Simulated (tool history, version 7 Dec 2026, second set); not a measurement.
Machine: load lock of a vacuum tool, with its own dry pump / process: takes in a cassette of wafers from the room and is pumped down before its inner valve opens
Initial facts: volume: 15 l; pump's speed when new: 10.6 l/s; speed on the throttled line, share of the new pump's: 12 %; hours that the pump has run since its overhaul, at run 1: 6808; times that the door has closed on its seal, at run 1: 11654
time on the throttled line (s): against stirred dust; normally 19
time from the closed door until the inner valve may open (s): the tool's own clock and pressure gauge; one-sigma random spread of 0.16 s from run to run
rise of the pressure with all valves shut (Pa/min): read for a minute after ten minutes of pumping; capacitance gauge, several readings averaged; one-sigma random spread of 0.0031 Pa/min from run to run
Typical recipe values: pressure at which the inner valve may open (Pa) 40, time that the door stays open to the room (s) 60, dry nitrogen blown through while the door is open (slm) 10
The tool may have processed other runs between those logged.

| run | hour | time on the throttled line (s) | pressure at which the inner valve may open (Pa) | time that the door stays open to the room (s) | dry nitrogen blown through while the door is open (slm) | hours that the pump has run since its overhaul | times that the door has closed on its seal | incoming humidity of the room's air, % | time from the closed door until the inner valve may open (s) | rise of the pressure with all valves shut (Pa/min) |
|---|---|---|---|---|---|---|---|---|---|---|
| 1 | 0.0 | 19 | 40 | 60 | 10 | 6808 | 11654 | 45.8 | 27.6 | 0.064 |
| 2 | 358.1 | 19 | 40 | 60 | 10 | 7166 | 12045 | 43.9 | 27.5 | 0.066 |
| 3 | 631.4 | 19 | 40 | 60 | 10 | 7439 | 12344 | 44.8 | 28.0 | 0.069 |
| 4 | 1018.8 | 19 | 34 | 60 | 10 | 7827 | 12768 | 46.3 | 28.0 | 0.069 |
| 5 | 1406.7 | 19 | 34 | 60 | 10 | 8215 | 13192 | 45.7 | 27.8 | 0.071 |
| 6 | 1775.0 | 19 | 34 | 60 | 10 | 8583 | 13595 | 44.5 | 27.6 | 0.067 |
| 7 | 2102.2 | 19 | 34 | 60 | 10 | 8910 | 13953 | 45.2 | 28.0 | 0.067 |
|  | 2466.4 | dry pump taken out, an overhauled one fitted |
| 8 | 2674.7 | 19 | 40 | 72 | 10 | 208 | 14573 | 49.5 | 27.4 | 0.081 |
| 9 | 3185.9 | 19 | 40 | 60 | 8 | 719 | 15132 | 46.4 | 27.8 | 0.071 |
| 10 | 3603.1 | 19 | 40 | 60 | 10 | 1137 | 15588 | 43.6 | 28.0 | 0.064 |
| 11 | 4232.0 | 19 | 40 | 60 | 10 | 1766 | 16276 | 42.5 | 27.8 | 0.061 |
| 12 | 4631.5 | 19 | 40 | 60 | 10 | 2165 | 16713 | 47.1 | 27.8 | 0.066 |
| 13 | 5095.3 | 19 | 40 | 60 | 10 | 2629 | 17220 | 45.0 | 27.7 | 0.070 |
| 14 | 5726.0 | 19 | 40 | 60 | 9 | 3260 | 17910 | 47.8 | 27.7 | 0.076 |
| 15 | 6028.8 | 19 | 40 | 60 | 10 | 3562 | 18241 | 44.3 | 27.7 | 0.069 |
| 16 | 6367.8 | 19 | 40 | 60 | 10 | 3901 | 18612 | 47.4 | 27.8 | 0.073 |
| 17 | 6836.9 | 19 | 40 | 60 | 10 | 4370 | 19125 | 43.5 | 27.5 | 0.067 |
| 18 | 7190.6 | 19 | 40 | 60 | 10 | 4724 | 19512 | 49.2 | 28.0 | 0.073 |
| 19 | 7734.9 | 19 | 40 | 60 | 10 | 5268 | 20107 | 39.7 | 27.6 | 0.061 |
| 20 | 8138.3 | 15 | 40 | 60 | 7 | 5672 | 20548 | 42.7 | 24.0 | 0.060 |
| 21 | 8675.2 | 17 | 78 | 81 | 41 | 6209 | 21136 | 42.5 | 25.2 | 0.047 |
| 22 | 9309.3 | 24 | 36 | 60 | 10 | 6843 | 21829 | 43.1 | 32.2 | 0.064 |
| 23 | 9751.6 | 24 | 36 | 60 | 10 | 7285 | 22313 | 47.9 | 32.3 | 0.069 |
| 24 | 10100.7 | 24 | 36 | 60 | 10 | 7634 | 22695 | 47.2 | 32.3 | 0.070 |
| 25 | 10496.3 | 12 | 33 | 207 | 9 | 8030 | 23127 | 46.0 | 22.0 | 0.132 |
| 26 | 10980.8 | 36 | 35 | 60 | 10 | 8514 | 23657 | 48.6 | 42.8 | 0.071 |
| 27 | 11241.4 | 36 | 35 | 60 | 10 | 8775 | 23942 | 47.8 | 42.8 | 0.074 |
|  | 11762.4 | dry pump taken out, an overhauled one fitted |
| 28 | 11815.0 | 19 | 74 | 60 | 4 | 53 | 24563 | 48.7 | 26.8 | 0.077 |
| 29 | 12121.9 | 19 | 74 | 60 | 28 | 359 | 24899 | 45.1 | 26.9 | 0.050 |
| 30 | 12737.6 | 28 | 30 | 60 | 28 | 975 | 25572 | 44.1 | 36.0 | 0.051 |
| 31 | 13194.0 | 28 | 50 | 32 | 28 | 1432 | 26072 | 45.4 | 35.3 | 0.039 |
| 32 | 13606.9 | 28 | 50 | 32 | 28 | 1845 | 26523 | 41.6 | 35.4 | 0.037 |
| 33 | 14118.0 | 28 | 32 | 196 | 28 | 2356 | 27082 | 45.8 | 35.9 | 0.096 |
| 34 | 14444.3 | 19 | 40 | 44 | 7 | 2682 | 27439 | 44.2 | 27.8 | 0.062 |
| 35 | 14842.1 | 19 | 40 | 44 | 7 | 3080 | 27874 | 46.3 | 28.0 | 0.062 |
| 36 | 15390.2 | 13 | 50 | 43 | 8 | 3628 | 28474 | 42.5 | 22.1 | 0.058 |
| 37 | 16023.6 | 19 | 36 | 60 | 10 | 4261 | 29166 | 44.4 | 28.2 | 0.062 |

Here are 3 independent what-if runs from the current tool condition. What would each one return?
| A | 16448.7 | 11 | 36 | 86 | 21 | 4686 | 29631 | 47.1 | ? | ? |
| B | 16448.7 | 26 | 44 | 124 | 10 | 4686 | 29631 | 45.0 | ? | ? |
| C | 16448.7 | 21 | 39 | 60 | 31 | 4686 | 29631 | 45.3 | ? | ? |

| run | time from the closed door until the inner valve may open (s) | rise of the pressure with all valves shut (Pa/min) |
|---|---|---|
| A | 20.7 | 0.071 |
| B | 33.5 | 0.097 |
| C | 29.3 | 0.046 |
With the hidden condition removed and each run's random variation left untouched, the same runs would have given:
| run | time from the closed door until the inner valve may open (s) | rise of the pressure with all valves shut (Pa/min) |
|---|---|---|
| A | 20.7 | 0.071 |
| B | 33.5 | 0.096 |
| C | 29.3 | 0.046 |

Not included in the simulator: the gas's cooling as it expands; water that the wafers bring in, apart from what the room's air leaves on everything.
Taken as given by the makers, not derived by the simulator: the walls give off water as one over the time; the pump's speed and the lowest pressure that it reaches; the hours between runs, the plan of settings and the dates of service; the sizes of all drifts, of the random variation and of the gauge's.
